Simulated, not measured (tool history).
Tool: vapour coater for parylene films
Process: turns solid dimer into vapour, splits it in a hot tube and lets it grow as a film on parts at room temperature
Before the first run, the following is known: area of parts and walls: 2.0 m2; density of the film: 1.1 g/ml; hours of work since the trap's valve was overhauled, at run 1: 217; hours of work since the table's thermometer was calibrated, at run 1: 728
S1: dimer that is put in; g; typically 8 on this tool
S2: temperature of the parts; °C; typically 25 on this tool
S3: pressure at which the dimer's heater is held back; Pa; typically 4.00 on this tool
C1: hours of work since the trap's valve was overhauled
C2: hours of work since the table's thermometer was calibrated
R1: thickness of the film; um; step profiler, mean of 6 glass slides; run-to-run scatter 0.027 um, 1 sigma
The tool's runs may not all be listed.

| run | hour | S1 | S2 | S3 | C1 | C2 | R1 |
|---|---|---|---|---|---|---|---|
| 1 | 0.0 | 8 | 25 | 4.00 | 217 | 728 | 2.32 |
| 2 | 44.1 | 8 | 25 | 4.00 | 244 | 754 | 2.32 |
| 3 | 92.9 | 8 | 25 | 4.00 | 273 | 784 | 2.36 |
| 4 | 117.9 | 8 | 25 | 4.00 | 288 | 799 | 2.34 |
| 5 | 160.4 | 8 | 25 | 4.00 | 314 | 824 | 2.34 |
| 6 | 213.1 | 8 | 25 | 4.00 | 346 | 856 | 2.34 |
| 7 | 238.8 | 8 | 17 | 4.00 | 361 | 872 | 2.99 |
| 8 | 293.2 | 8 | 17 | 4.00 | 394 | 904 | 2.92 |
| 9 | 318.4 | 8 | 17 | 4.00 | 409 | 920 | 3.01 |
| 10 | 363.8 | 8 | 17 | 4.00 | 436 | 947 | 3.02 |
| 11 | 400.5 | 8 | 17 | 4.00 | 459 | 969 | 2.97 |
| 12 | 425.8 | 8 | 32 | 2.46 | 474 | 984 | 2.02 |

The next listed run, before its measurement:
|  | 440.3 | trap's valve overhauled |
| 13 | 483.3 | 4 | 32 | 2.46 | 26 | 1016 | ? |

Run 13 came out at R1 0.98 um.
Minus the tool's unlogged condition, the same run would have read R1 0.98 um.

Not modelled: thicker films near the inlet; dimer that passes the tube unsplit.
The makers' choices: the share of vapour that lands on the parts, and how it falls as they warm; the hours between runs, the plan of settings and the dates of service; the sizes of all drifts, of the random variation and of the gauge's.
